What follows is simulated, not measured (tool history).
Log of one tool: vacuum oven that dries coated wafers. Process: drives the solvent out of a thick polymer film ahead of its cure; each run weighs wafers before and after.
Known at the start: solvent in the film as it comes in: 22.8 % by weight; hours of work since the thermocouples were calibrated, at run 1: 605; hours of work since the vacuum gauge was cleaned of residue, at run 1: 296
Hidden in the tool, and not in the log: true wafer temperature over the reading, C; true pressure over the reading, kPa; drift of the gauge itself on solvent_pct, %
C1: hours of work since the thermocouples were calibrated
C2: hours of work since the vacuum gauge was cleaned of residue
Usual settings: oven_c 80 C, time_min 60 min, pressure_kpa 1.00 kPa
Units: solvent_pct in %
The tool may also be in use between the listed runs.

{"run": 1, "hour": 0.0, "oven_c": 80, "time_min": 60, "pressure_kpa": 1.0, "C1": 605, "C2": 296, "solvent_pct": 2.09}
{"run": 2, "hour": 31.4, "oven_c": 80, "time_min": 60, "pressure_kpa": 1.0, "C1": 619, "C2": 310, "solvent_pct": 2.08}
{"run": 3, "hour": 61.6, "oven_c": 80, "time_min": 60, "pressure_kpa": 1.0, "C1": 633, "C2": 324, "solvent_pct": 2.14}
{"run": 4, "hour": 82.5, "oven_c": 80, "time_min": 55, "pressure_kpa": 1.0, "C1": 643, "C2": 334, "solvent_pct": 2.47}
{"run": 5, "hour": 116.7, "oven_c": 80, "time_min": 55, "pressure_kpa": 1.0, "C1": 659, "C2": 350, "solvent_pct": 2.44}
{"run": 6, "hour": 133.6, "oven_c": 80, "time_min": 55, "pressure_kpa": 1.0, "C1": 667, "C2": 358, "solvent_pct": 2.45}
{"run": 7, "hour": 164.3, "oven_c": 80, "time_min": 60, "pressure_kpa": 1.92, "C1": 681, "C2": 372, "solvent_pct": 2.53}
{"run": 8, "hour": 191.5, "oven_c": 80, "time_min": 60, "pressure_kpa": 1.92, "C1": 693, "C2": 384, "solvent_pct": 2.54}
{"run": 9, "hour": 226.0, "oven_c": 80, "time_min": 60, "pressure_kpa": 1.92, "C1": 709, "C2": 400, "solvent_pct": 2.53}
{"run": 10, "hour": 249.0, "oven_c": 80, "time_min": 79, "pressure_kpa": 1.0, "C1": 720, "C2": 411, "solvent_pct": 1.24}
{"run": 11, "hour": 272.9, "oven_c": 80, "time_min": 79, "pressure_kpa": 1.0, "C1": 731, "C2": 422, "solvent_pct": 1.25}
{"run": 12, "hour": 301.7, "oven_c": 80, "time_min": 79, "pressure_kpa": 1.0, "C1": 745, "C2": 436, "solvent_pct": 1.3}
{"run": 13, "hour": 334.0, "oven_c": 80, "time_min": 79, "pressure_kpa": 1.0, "C1": 760, "C2": 451, "solvent_pct": 1.25}
{"run": 14, "hour": 364.9, "oven_c": 80, "time_min": 79, "pressure_kpa": 1.0, "C1": 774, "C2": 465, "solvent_pct": 1.22}
{"run": 15, "hour": 402.1, "oven_c": 81, "time_min": 60, "pressure_kpa": 1.0, "C1": 791, "C2": 482, "solvent_pct": 1.89}
{"run": 16, "hour": 436.0, "oven_c": 81, "time_min": 60, "pressure_kpa": 1.0, "C1": 807, "C2": 498, "solvent_pct": 1.85}
{"run": 17, "hour": 453.1, "oven_c": 74, "time_min": 60, "pressure_kpa": 0.82, "C1": 815, "C2": 506, "solvent_pct": 3.67}
{"run": 18, "hour": 471.8, "oven_c": 91, "time_min": 60, "pressure_kpa": 0.55, "C1": 823, "C2": 515, "solvent_pct": 0.43}
{"run": 19, "hour": 488.5, "oven_c": 66, "time_min": 52, "pressure_kpa": 2.87, "C1": 831, "C2": 522, "solvent_pct": 8.96}
{"run": 20, "hour": 520.4, "oven_c": 84, "time_min": 60, "pressure_kpa": 1.49, "C1": 846, "C2": 537, "solvent_pct": 1.53}
{"run": 21, "hour": 558.3, "oven_c": 80, "time_min": 60, "pressure_kpa": 0.71, "C1": 864, "C2": 555, "solvent_pct": 1.93}
{"hour": 565.0, "done": "oven's thermocouples calibrated"}
{"run": 22, "hour": 583.9, "oven_c": 80, "time_min": 60, "pressure_kpa": 0.71, "C1": 9, "C2": 566, "solvent_pct": 1.93}
{"run": 23, "hour": 609.5, "oven_c": 91, "time_min": 92, "pressure_kpa": 2.35, "C1": 21, "C2": 577, "solvent_pct": 0.87}
{"run": 24, "hour": 644.3, "oven_c": 68, "time_min": 42, "pressure_kpa": 1.0, "C1": 37, "C2": 594, "solvent_pct": 8.24}
{"run": 25, "hour": 674.4, "oven_c": 79, "time_min": 42, "pressure_kpa": 1.44, "C1": 51, "C2": 608, "solvent_pct": 4.34}
{"run": 26, "hour": 696.6, "oven_c": 90, "time_min": 42, "pressure_kpa": 1.44, "C1": 61, "C2": 618, "solvent_pct": 1.54}
{"run": 27, "hour": 726.2, "oven_c": 80, "time_min": 60, "pressure_kpa": 1.85, "C1": 75, "C2": 632, "solvent_pct": 2.54}
{"run": 28, "hour": 764.1, "oven_c": 68, "time_min": 55, "pressure_kpa": 1.85, "C1": 92, "C2": 649, "solvent_pct": 7.09}
{"run": 29, "hour": 798.4, "oven_c": 80, "time_min": 60, "pressure_kpa": 1.0, "C1": 108, "C2": 665, "solvent_pct": 2.11}
{"run": 30, "hour": 824.9, "oven_c": 80, "time_min": 65, "pressure_kpa": 0.64, "C1": 121, "C2": 677, "solvent_pct": 1.67}
{"run": 31, "hour": 862.7, "oven_c": 76, "time_min": 62, "pressure_kpa": 1.28, "C1": 138, "C2": 695, "solvent_pct": 3.17}

How the hidden state differs across the entries between the runs, from the last listed run before each to the first after it:
Between runs 21 and 22: oven's thermocouples calibrated (hour 565.0)
  true wafer temperature over the reading, C: 0.08 -> 0.02
  measured less the result without the state, solvent_pct: -0.01 -> +0.00 %
